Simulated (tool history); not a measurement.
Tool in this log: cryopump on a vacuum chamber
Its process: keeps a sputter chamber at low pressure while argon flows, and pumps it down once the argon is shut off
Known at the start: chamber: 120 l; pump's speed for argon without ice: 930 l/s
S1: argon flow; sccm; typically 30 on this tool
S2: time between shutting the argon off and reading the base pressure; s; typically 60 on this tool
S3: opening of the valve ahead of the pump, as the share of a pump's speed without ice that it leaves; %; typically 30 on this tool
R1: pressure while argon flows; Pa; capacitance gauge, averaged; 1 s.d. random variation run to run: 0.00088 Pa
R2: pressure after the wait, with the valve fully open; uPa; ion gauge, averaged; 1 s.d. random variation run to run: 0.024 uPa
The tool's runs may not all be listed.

Run 1, hour 0.0: usual settings. Result: R1 0.1856 Pa, R2 1.18 uPa.
Run 2, hour 16.1: usual settings. Result: R1 0.1861 Pa, R2 1.20 uPa.
Run 3, hour 25.0: usual settings. Result: R1 0.1874 Pa, R2 1.18 uPa.
Run 4, hour 34.1: usual settings. Result: R1 0.1866 Pa, R2 1.22 uPa.
Run 5, hour 44.8: usual settings. Result: R1 0.1857 Pa, R2 1.17 uPa.
Run 6, hour 61.3: usual settings. Result: R1 0.1859 Pa, R2 1.24 uPa.
Run 7, hour 78.1: usual settings. Result: R1 0.1884 Pa, R2 1.22 uPa.
Run 8, hour 88.3: usual settings. Result: R1 0.1896 Pa, R2 1.22 uPa.
Run 9, hour 96.5: usual settings but S2 194 s. Result: R1 0.1893 Pa, R2 0.83 uPa.
Run 10, hour 104.4: usual settings but S2 94 s, S3 27 %. Result: R1 0.2101 Pa, R2 0.95 uPa.
Run 11, hour 112.5: usual settings but S1 36 sccm, S2 38 s, S3 31 %. Result: R1 0.2202 Pa, R2 1.61 uPa.
Run 12, hour 126.0: usual settings but S1 18 sccm. Result: R1 0.1130 Pa, R2 1.28 uPa.

Expected results for the next run?
Run 13, hour 141.8: usual settings but S1 18 sccm. Result: R1 ?, R2 ?.

For run 13 the tool returned R1 0.1136 Pa, R2 1.23 uPa.
Were there no unlogged condition in the tool, this run, its random variation unchanged, would have produced R1 0.1088 Pa, R2 0.89 uPa.
